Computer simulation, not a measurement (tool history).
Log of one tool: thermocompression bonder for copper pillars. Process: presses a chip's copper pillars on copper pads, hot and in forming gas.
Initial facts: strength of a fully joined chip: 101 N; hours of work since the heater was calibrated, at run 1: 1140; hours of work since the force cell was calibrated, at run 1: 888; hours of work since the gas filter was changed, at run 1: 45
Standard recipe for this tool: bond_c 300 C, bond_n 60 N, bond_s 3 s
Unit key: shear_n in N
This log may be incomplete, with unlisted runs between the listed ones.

| run | hour | bond_c | bond_n | bond_s | hours of work since the heater was calibrated | hours of work since the force cell was calibrated | hours of work since the gas filter was changed | shear_n |
|---|---|---|---|---|---|---|---|---|
| 1 | 0 | 300 | 60 | 3 | 1140 | 888 | 45 | 46.8 |
| 2 | 70.3 | 300 | 60 | 2 | 1181 | 928 | 86 | 40.4 |
| 3 | 142.3 | 300 | 60 | 2 | 1222 | 970 | 127 | 39.5 |
| 4 | 236.4 | 300 | 60 | 2 | 1277 | 1025 | 182 | 39.8 |
| 5 | 327.9 | 300 | 60 | 6 | 1330 | 1078 | 235 | 57.8 |
| 6 | 411.6 | 300 | 60 | 3 | 1378 | 1126 | 283 | 45.3 |
| 7 | 469.8 | 300 | 60 | 3 | 1412 | 1160 | 317 | 45.7 |
|  | 493.1 | forming gas filter changed |
| 8 | 522.7 | 300 | 60 | 3 | 1442 | 1190 | 17 | 47.2 |
| 9 | 611 | 300 | 60 | 3 | 1494 | 1241 | 68 | 47 |
| 10 | 665.6 | 300 | 60 | 3 | 1525 | 1273 | 100 | 46.6 |
| 11 | 725.6 | 300 | 60 | 3 | 1560 | 1308 | 135 | 47.1 |
| 12 | 784.8 | 300 | 60 | 3 | 1594 | 1342 | 169 | 46.4 |
| 13 | 869.8 | 300 | 60 | 3 | 1643 | 1391 | 218 | 46.3 |
| 14 | 955.6 | 300 | 60 | 3 | 1693 | 1441 | 268 | 46.3 |
| 15 | 1027.1 | 300 | 60 | 3 | 1735 | 1482 | 309 | 45.7 |
|  | 1060.4 | forming gas filter changed |
| 16 | 1110 | 300 | 60 | 3 | 1782 | 1530 | 29 | 47.5 |
|  | 1146.5 | heater calibrated with a thermocouple chip |
| 17 | 1186 | 300 | 60 | 3 | 23 | 1573 | 72 | 41.5 |
| 18 | 1272.8 | 300 | 60 | 3 | 73 | 1623 | 122 | 41.1 |
| 19 | 1341.2 | 288 | 60 | 3 | 113 | 1663 | 161 | 33.9 |
| 20 | 1387.8 | 288 | 60 | 3 | 140 | 1690 | 188 | 33.8 |
| 21 | 1479.9 | 305 | 44 | 8 | 193 | 1743 | 242 | 49.8 |
| 22 | 1573.8 | 305 | 44 | 8 | 247 | 1797 | 296 | 49 |
|  | 1634.5 | forming gas filter changed |
| 23 | 1651.7 | 305 | 44 | 8 | 292 | 1842 | 10 | 50.8 |
| 24 | 1719.5 | 305 | 44 | 8 | 331 | 1881 | 49 | 50.6 |

What does the tool deliver on the next run?
| 25 | 1815.4 | 305 | 44 | 8 | 387 | 1937 | 105 | ? |

Run 25 produced shear_n 50.5 N.
Without the tool's hidden state the same run would have given shear_n 53.6 N.
